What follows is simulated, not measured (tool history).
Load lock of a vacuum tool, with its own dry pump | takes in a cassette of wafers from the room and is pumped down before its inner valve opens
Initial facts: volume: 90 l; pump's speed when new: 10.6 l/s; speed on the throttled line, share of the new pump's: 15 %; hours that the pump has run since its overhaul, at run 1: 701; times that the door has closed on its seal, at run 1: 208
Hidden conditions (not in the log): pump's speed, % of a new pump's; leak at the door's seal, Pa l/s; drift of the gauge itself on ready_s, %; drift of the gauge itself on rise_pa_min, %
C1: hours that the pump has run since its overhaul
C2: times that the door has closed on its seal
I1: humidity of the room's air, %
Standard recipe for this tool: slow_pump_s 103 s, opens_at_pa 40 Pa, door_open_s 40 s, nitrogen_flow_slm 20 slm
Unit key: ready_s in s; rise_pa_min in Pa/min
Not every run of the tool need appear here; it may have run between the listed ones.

Run 1, hour 0: usual settings; C1 701; C2 208; I1 42.7. Result: ready_s 153.6 s, rise_pa_min 0.031 Pa/min.
Run 2, hour 62.9: usual settings; C1 764; C2 289; I1 44.8. Result: ready_s 156 s, rise_pa_min 0.025 Pa/min.
Run 3, hour 114.2: usual settings; C1 815; C2 355; I1 44.6. Result: ready_s 154.5 s, rise_pa_min 0.029 Pa/min.
Run 4, hour 184.8: usual settings; C1 885; C2 446; I1 46. Result: ready_s 155.4 s, rise_pa_min 0.028 Pa/min.
Run 5, hour 230.2: usual settings; C1 931; C2 504; I1 44.4. Result: ready_s 155.8 s, rise_pa_min 0.03 Pa/min.
Run 6, hour 293.9: usual settings; C1 995; C2 586; I1 53. Result: ready_s 154.6 s, rise_pa_min 0.031 Pa/min.
Run 7, hour 373.7: usual settings but opens_at_pa 34 Pa; C1 1074; C2 688; I1 40.7. Result: ready_s 158.5 s, rise_pa_min 0.025 Pa/min.
Run 8, hour 442.7: usual settings but door_open_s 219 s; C1 1143; C2 777; I1 45.3. Result: ready_s 156.5 s, rise_pa_min 0.055 Pa/min.
Run 9, hour 530.4: usual settings; C1 1231; C2 889; I1 44.9. Result: ready_s 155.7 s, rise_pa_min 0.037 Pa/min.
Run 10, hour 579.2: usual settings; C1 1280; C2 952; I1 48.7. Result: ready_s 156.1 s, rise_pa_min 0.032 Pa/min.
Run 11, hour 620.4: usual settings but opens_at_pa 36 Pa; C1 1321; C2 1005; I1 45.7. Result: ready_s 158.3 s, rise_pa_min 0.029 Pa/min.
Run 12, hour 678.1: usual settings but opens_at_pa 36 Pa, nitrogen_flow_slm 18 slm; C1 1379; C2 1079; I1 44.8. Result: ready_s 156.2 s, rise_pa_min 0.029 Pa/min.
Run 13, hour 755.3: usual settings but opens_at_pa 36 Pa, nitrogen_flow_slm 18 slm; C1 1456; C2 1178; I1 46.5. Result: ready_s 157.5 s, rise_pa_min 0.038 Pa/min.
Run 14, hour 846.7: usual settings; C1 1547; C2 1296; I1 43.4. Result: ready_s 154.9 s, rise_pa_min 0.033 Pa/min.
Run 15, hour 932.5: usual settings; C1 1633; C2 1406; I1 43.8. Result: ready_s 154.9 s, rise_pa_min 0.03 Pa/min.
Run 16, hour 982: usual settings; C1 1683; C2 1469; I1 45.2. Result: ready_s 154.3 s, rise_pa_min 0.034 Pa/min.
Run 17, hour 1036.5: usual settings; C1 1737; C2 1539; I1 43.2. Result: ready_s 156.5 s, rise_pa_min 0.034 Pa/min.
Run 18, hour 1127.3: usual settings; C1 1828; C2 1656; I1 42.1. Result: ready_s 155.7 s, rise_pa_min 0.034 Pa/min.
Run 19, hour 1222.1: usual settings; C1 1923; C2 1778; I1 48.7. Result: ready_s 155.9 s, rise_pa_min 0.037 Pa/min.
Run 20, hour 1273.3: usual settings; C1 1974; C2 1844; I1 44.8. Result: ready_s 155.9 s, rise_pa_min 0.036 Pa/min.
Run 21, hour 1349.6: usual settings; C1 2050; C2 1942; I1 45.4. Result: ready_s 157.2 s, rise_pa_min 0.033 Pa/min.
Run 22, hour 1416.9: usual settings but opens_at_pa 31 Pa, door_open_s 77 s, nitrogen_flow_slm 13 slm; C1 2118; C2 2028; I1 44.1. Result: ready_s 159.3 s, rise_pa_min 0.05 Pa/min.
Run 23, hour 1463.3: usual settings but door_open_s 29 s; C1 2164; C2 2088; I1 42.5. Result: ready_s 154.9 s, rise_pa_min 0.027 Pa/min.
Run 24, hour 1562.6: usual settings but door_open_s 29 s; C1 2263; C2 2215; I1 44.4. Result: ready_s 156.1 s, rise_pa_min 0.033 Pa/min.
Run 25, hour 1632.4: usual settings but door_open_s 29 s; C1 2333; C2 2305; I1 42.2. Result: ready_s 159.2 s, rise_pa_min 0.031 Pa/min.
Run 26, hour 1693.9: usual settings but slow_pump_s 133 s, opens_at_pa 43 Pa, door_open_s 196 s, nitrogen_flow_slm 8 slm; C1 2395; C2 2384; I1 44.9. Result: ready_s 180.2 s, rise_pa_min 0.079 Pa/min.
Run 27, hour 1784.3: usual settings but slow_pump_s 133 s, opens_at_pa 43 Pa, door_open_s 196 s, nitrogen_flow_slm 8 slm; C1 2485; C2 2500; I1 43.8. Result: ready_s 181.4 s, rise_pa_min 0.071 Pa/min.
Run 28, hour 1827.9: usual settings but slow_pump_s 133 s, opens_at_pa 65 Pa, door_open_s 196 s, nitrogen_flow_slm 40 slm; C1 2529; C2 2556; I1 43. Result: ready_s 178.4 s, rise_pa_min 0.042 Pa/min.
Run 29, hour 1884.3: usual settings but slow_pump_s 133 s, opens_at_pa 65 Pa, door_open_s 196 s, nitrogen_flow_slm 40 slm; C1 2585; C2 2628; I1 43.7. Result: ready_s 176.7 s, rise_pa_min 0.046 Pa/min.
Run 30, hour 1948.9: usual settings but slow_pump_s 61 s; C1 2650; C2 2711; I1 47.2. Result: ready_s 121.3 s, rise_pa_min 0.046 Pa/min.
Run 31, hour 2031.1: usual settings but opens_at_pa 65 Pa, door_open_s 35 s; C1 2732; C2 2817; I1 45.3. Result: ready_s 152 s, rise_pa_min 0.041 Pa/min.
Run 32, hour 2096.1: usual settings but opens_at_pa 65 Pa, door_open_s 35 s; C1 2797; C2 2900; I1 47. Result: ready_s 152.3 s, rise_pa_min 0.037 Pa/min.
Run 33, hour 2173.6: usual settings but opens_at_pa 65 Pa, door_open_s 35 s, nitrogen_flow_slm 41 slm; C1 2874; C2 3000; I1 42.5. Result: ready_s 151.4 s, rise_pa_min 0.03 Pa/min.

Each run again, without the hidden state but with its own random variation kept:
run  ready_s  rise_pa_min
  1    152.5        0.031
  2    154.8        0.024
  3    153.3        0.028
  4    154.1        0.027
  5    154.5        0.028
  6    153.2        0.029
  7    156.9        0.023
  8    154.9        0.052
  9      154        0.034
 10    154.3        0.029
 11    156.4        0.025
 12    154.3        0.025
 13    155.5        0.033
 14    152.8        0.028
 15    152.7        0.024
 16    152.1        0.028
 17    154.2        0.028
 18    153.3        0.028
 19    153.4         0.03
 20    153.4        0.029
 21    154.5        0.025
 22    156.5        0.042
 23    152.1        0.019
 24    153.2        0.024
 25    156.2        0.022
 26    177.4        0.069
 27    178.6        0.061
 28    175.7        0.031
 29      174        0.035
 30    117.6        0.034
 31    148.8        0.028
 32    149.1        0.024
 33    148.1        0.017
